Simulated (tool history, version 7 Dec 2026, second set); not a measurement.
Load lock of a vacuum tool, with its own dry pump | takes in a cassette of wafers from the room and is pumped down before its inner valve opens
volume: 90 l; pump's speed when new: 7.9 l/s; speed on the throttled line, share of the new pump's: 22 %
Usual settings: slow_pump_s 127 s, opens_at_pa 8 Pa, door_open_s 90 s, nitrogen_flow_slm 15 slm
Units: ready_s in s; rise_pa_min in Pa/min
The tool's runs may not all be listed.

run	hour	slow_pump_s	opens_at_pa	door_open_s	nitrogen_flow_slm	incoming humidity of the room's air, %	ready_s	rise_pa_min
1	0	127	8	90	15	40	213.1	0.421
2	235.5	127	8	90	15	47.5	214.4	0.441
3	474.9	127	8	90	15	46.1	216.4	0.454
4	726.2	127	8	49	15	43.7	215.1	0.462
5	1073	127	8	49	15	44.6	219.9	0.479
6	1470.2	127	8	49	15	46.1	216.6	0.029
7	1788.6	127	8	49	15	45.4	218.3	0.043
8	2165.7	127	8	49	15	42.9	219.7	0.041
9	2544.9	127	8	49	15	46.6	221.2	0.053
10	2776.7	127	8	110	15	47.1	221	0.074
11	3064.3	127	8	42	15	46.9	219	0.06
12	3313.7	127	8	42	15	42.6	221.9	0.062
13	3604.1	127	8	90	15	41.6	221.2	0.074
14	3797.4	127	8	90	15	40.4	222.6	0.083
15	4113.3	127	8	90	15	49.7	225.2	0.099
16	4338.5	127	8	90	15	47.7	224.3	0.107
17	4536.3	115	8	90	15	43	214.1	0.108
18	4791.6	115	8	90	15	47.4	218.2	0.118
19	5138.5	115	8	90	15	45.5	216.2	0.128
20	5478.1	92	8	90	22	43.4	202.3	0.136
21	5821.7	92	8	90	22	45.8	200.3	0.147
22	6034	198	8	90	22	45.5	278.8	0.155
23	6372	127	8	67	15	43.3	206.1	0.17
24	6804.9	137	8	32	15	47.7	213.5	0.17
25	7006.2	180	6	32	9	40.8	255.8	0.187
26	7402.5	180	11	32	9	46.8	246.7	0.205
27	7658.5	99	7	195	19	47.5	191.3	0.238
28	7931.1	127	14	218	19	42.6	206.3	0.249
29	8261.7	127	8	125	15	43.9	209.3	0.269
30	8630.9	127	15	43	15	42	204.1	0.267
31	9046	168	6	43	16	46.4	247.6	0.288
32	9258.9	211	8	76	15	47.2	278.4	0.313
33	9685.6	211	16	33	4	45.6	272.3	0.334
34	10126.4	211	16	33	4	42.9	270.1	0.364
35	10331.3	211	16	33	4	44.4	269.8	0.376
36	10763.2	165	8	90	15	45.3	245.1	0.412
37	11195.2	127	8	68	16	42.1	220.5	0.438

Not shown: 2 entries that the log had between the listed runs. Between which runs, and how does the tool's hidden state differ before and after?
Between runs 5 and 6: door's seal changed, seat wiped (hour 1296.5)
  pump's speed, % of a new pump's: 89.7 -> 89; leak at the door's seal, Pa l/s: 0.6756 -> 0.0047
  measured less the result without the state, ready_s: +9.6 -> +10 s; rise_pa_min: +0.449 -> +0.002 Pa/min
Between runs 22 and 23: dry pump taken out, an overhauled one fitted (hour 6206.4)
  pump's speed, % of a new pump's: 80.1 -> 98.9; leak at the door's seal, Pa l/s: 0.1804 -> 0.2003
  measured less the result without the state, ready_s: +16.3 -> +0.9 s; rise_pa_min: +0.118 -> +0.132 Pa/min
